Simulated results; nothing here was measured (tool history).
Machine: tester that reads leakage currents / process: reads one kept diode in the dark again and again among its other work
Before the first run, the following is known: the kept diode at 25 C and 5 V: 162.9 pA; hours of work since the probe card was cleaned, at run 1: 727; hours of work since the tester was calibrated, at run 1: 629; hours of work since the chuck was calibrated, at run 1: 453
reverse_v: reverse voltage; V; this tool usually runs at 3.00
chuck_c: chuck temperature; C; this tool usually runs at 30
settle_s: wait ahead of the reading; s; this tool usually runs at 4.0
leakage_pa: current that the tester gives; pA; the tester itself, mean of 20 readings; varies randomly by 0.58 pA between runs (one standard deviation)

run   hour  reverse_v  chuck_c  settle_s  hours of work since the probe card was cleaned  hours of work since the tester was calibrated  hours of work since the chuck was calibrated  leakage_pa
  1    0.0       3.00       30       4.0                                             727                                            629                                           453      201.69
  2   27.7       3.00       30       4.0                                             746                                            647                                           472      203.81
  3   46.1       3.00       30       4.0                                             758                                            660                                           484      203.57
  4   81.2       3.00       44       4.0                                             782                                            684                                           508      697.55
  5  109.9       3.00       44       4.0                                             801                                            703                                           528      702.82
  6  124.6       3.00       44       4.0                                             811                                            713                                           537      696.72
  7  155.5       3.00       44       4.0                                             832                                            734                                           558      704.43
  8  188.6       3.00       44       4.0                                             855                                            756                                           581      702.46
  9  219.8       3.00       44       4.0                                             876                                            777                                           602      707.48
 10  248.2       3.00       44       4.0                                             895                                            797                                           621      708.35
 11  273.4       3.00       44       4.0                                             912                                            814                                           638      707.33
 12  303.1       3.00       44       4.0                                             932                                            834                                           658      709.39
 13  322.0       3.00       44       4.0                                             945                                            847                                           671      708.92
 14  344.7       3.00       21       4.0                                             960                                            862                                           687       89.00
 15  377.1       3.00       38       4.0                                             982                                            884                                           709      425.21
 16  392.5       3.00       38       4.0                                             993                                            894                                           719      428.28
 17  412.5       3.00       46       4.0                                            1006                                            908                                           733      846.62
 18  445.9       3.00       30       4.0                                            1029                                            931                                           755      209.26
 19  466.0       3.00       30       4.0                                            1043                                            944                                           769      210.87
 20  492.6       3.00       30       4.0                                            1061                                            962                                           787      209.79
 21  528.6      16.97       24       2.5                                            1085                                            987                                           811      341.72

Predict the results of run 22:
 22  564.4       5.14       49       2.5                                            1109                                           1011                                           835           ?

Run 22 gave leakage_pa 1508.18 pA.
Minus the tool's unlogged condition, the same run would have read leakage_pa 1389.56 pA.

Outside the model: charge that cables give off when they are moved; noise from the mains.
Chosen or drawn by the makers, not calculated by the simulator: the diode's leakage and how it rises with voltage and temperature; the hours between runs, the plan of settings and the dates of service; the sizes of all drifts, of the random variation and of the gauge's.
